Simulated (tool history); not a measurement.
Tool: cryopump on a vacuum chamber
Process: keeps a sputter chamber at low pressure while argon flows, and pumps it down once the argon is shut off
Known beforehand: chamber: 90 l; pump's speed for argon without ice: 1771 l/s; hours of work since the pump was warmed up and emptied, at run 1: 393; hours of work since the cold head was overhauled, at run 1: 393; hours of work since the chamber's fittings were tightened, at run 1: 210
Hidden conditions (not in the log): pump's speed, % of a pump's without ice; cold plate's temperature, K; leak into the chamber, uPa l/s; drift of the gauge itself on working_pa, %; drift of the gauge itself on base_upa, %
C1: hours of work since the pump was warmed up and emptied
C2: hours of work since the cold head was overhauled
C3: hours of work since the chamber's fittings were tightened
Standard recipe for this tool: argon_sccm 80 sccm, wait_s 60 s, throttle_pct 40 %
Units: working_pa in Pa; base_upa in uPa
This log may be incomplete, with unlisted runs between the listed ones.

Run 1, hour 0.0: usual settings; C1 393; C2 393; C3 210. Result: working_pa 0.2072 Pa, base_upa 1.62 uPa.
Run 2, hour 17.3: usual settings; C1 402; C2 402; C3 219. Result: working_pa 0.2089 Pa, base_upa 1.63 uPa.
Run 3, hour 34.2: usual settings; C1 411; C2 411; C3 228. Result: working_pa 0.2080 Pa, base_upa 1.66 uPa.
Run 4, hour 53.1: usual settings; C1 421; C2 421; C3 238. Result: working_pa 0.2089 Pa, base_upa 1.77 uPa.
Run 5, hour 66.4: usual settings but argon_sccm 38 sccm; C1 428; C2 428; C3 245. Result: working_pa 0.0999 Pa, base_upa 1.66 uPa.
Run 6, hour 83.4: usual settings; C1 436; C2 436; C3 254. Result: working_pa 0.2091 Pa, base_upa 1.72 uPa.
Run 7, hour 98.9: usual settings; C1 445; C2 445; C3 262. Result: working_pa 0.2099 Pa, base_upa 1.70 uPa.
Run 8, hour 116.2: usual settings; C1 454; C2 454; C3 271. Result: working_pa 0.2085 Pa, base_upa 1.74 uPa.
Run 9, hour 137.5: usual settings but argon_sccm 57 sccm, wait_s 20 s; C1 465; C2 465; C3 282. Result: working_pa 0.1499 Pa, base_upa 4.29 uPa.
Run 10, hour 155.2: usual settings but wait_s 23 s; C1 474; C2 474; C3 291. Result: working_pa 0.2124 Pa, base_upa 3.89 uPa.
Run 11, hour 170.7: usual settings but argon_sccm 114 sccm, throttle_pct 29 %; C1 482; C2 482; C3 300. Result: working_pa 0.4062 Pa, base_upa 1.69 uPa.
Run 12, hour 180.0: usual settings but argon_sccm 95 sccm, wait_s 44 s, throttle_pct 35 %; C1 487; C2 487; C3 304. Result: working_pa 0.2842 Pa, base_upa 2.18 uPa.
Run 13, hour 201.2: usual settings but argon_sccm 32 sccm, wait_s 22 s, throttle_pct 27 %; C1 498; C2 498; C3 316. Result: working_pa 0.1228 Pa, base_upa 4.02 uPa.
Run 14, hour 214.0: usual settings but argon_sccm 32 sccm, wait_s 22 s, throttle_pct 27 %; C1 505; C2 505; C3 322. Result: working_pa 0.1212 Pa, base_upa 4.07 uPa.
Run 15, hour 227.1: usual settings but argon_sccm 43 sccm, wait_s 103 s, throttle_pct 17 %; C1 511; C2 511; C3 329. Result: working_pa 0.2527 Pa, base_upa 1.24 uPa.

Each row is a separate what-if for the run after 15, all from the same tool condition, not one after another. Results?
Run A, hour 245.5: usual settings but wait_s 260 s; C1 521; C2 521; C3 339. Result: working_pa ?, base_upa ?.
Run B, hour 245.5: usual settings but argon_sccm 119 sccm, wait_s 174 s, throttle_pct 27 %; C1 521; C2 521; C3 339. Result: working_pa ?, base_upa ?.
Run C, hour 245.5: usual settings but throttle_pct 16 %; C1 521; C2 521; C3 339. Result: working_pa ?, base_upa ?.
Run D, hour 245.5: usual settings but wait_s 28 s; C1 521; C2 521; C3 339. Result: working_pa ?, base_upa ?.

run  working_pa  base_upa
  A      0.2150      0.74
  B      0.4540      0.91
  C      0.5016      1.72
  D      0.2128      3.30
Had the tool no hidden state, the same runs would have come out as:
run  working_pa  base_upa
  A      0.1917      0.45
  B      0.4195      0.63
  C      0.4782      1.44
  D      0.1895      3.01
